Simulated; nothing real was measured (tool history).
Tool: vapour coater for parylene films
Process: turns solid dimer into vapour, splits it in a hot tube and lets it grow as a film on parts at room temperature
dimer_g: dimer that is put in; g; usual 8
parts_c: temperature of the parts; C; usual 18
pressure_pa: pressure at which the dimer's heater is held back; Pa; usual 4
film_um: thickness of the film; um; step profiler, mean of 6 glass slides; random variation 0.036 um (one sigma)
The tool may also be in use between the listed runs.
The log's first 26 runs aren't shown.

| run | day | dimer_g | parts_c | pressure_pa | hours of work since the trap's valve was overhauled | hours of work since the table's thermometer was calibrated | film_um |
|---|---|---|---|---|---|---|---|
| 27 | 24.008 | 13 | 18 | 3.11 | 101 | 908 | 11.69 |
| 28 | 25.104 | 13 | 18 | 3.11 | 119 | 926 | 11.63 |
| 29 | 26.308 | 7 | 25 | 10.57 | 138 | 945 | 3.62 |
| 30 | 27.283 | 8 | 15 | 2.99 | 154 | 961 | 7.94 |
| 31 | 27.817 | 8 | 15 | 2.99 | 163 | 970 | 7.99 |
| 32 | 28.683 | 12 | 15 | 8.9 | 177 | 984 | 9.21 |
| 33 | 29.371 | 3 | 11 | 6.16 | 188 | 995 | 2.88 |
| 34 | 30.629 | 3 | 16 | 2.59 | 208 | 1015 | 2.99 |
| 35 | 31.738 | 12 | 14 | 3.72 | 226 | 1033 | 11.65 |

Forecast run 36:
| 36 | 32.279 | 8 | 18 | 11.1 | 235 | 1042 | ? |

{"run 36": {"film_um": 5.24}}
Without the tool's hidden state the same run would have given film_um 5.37 um.

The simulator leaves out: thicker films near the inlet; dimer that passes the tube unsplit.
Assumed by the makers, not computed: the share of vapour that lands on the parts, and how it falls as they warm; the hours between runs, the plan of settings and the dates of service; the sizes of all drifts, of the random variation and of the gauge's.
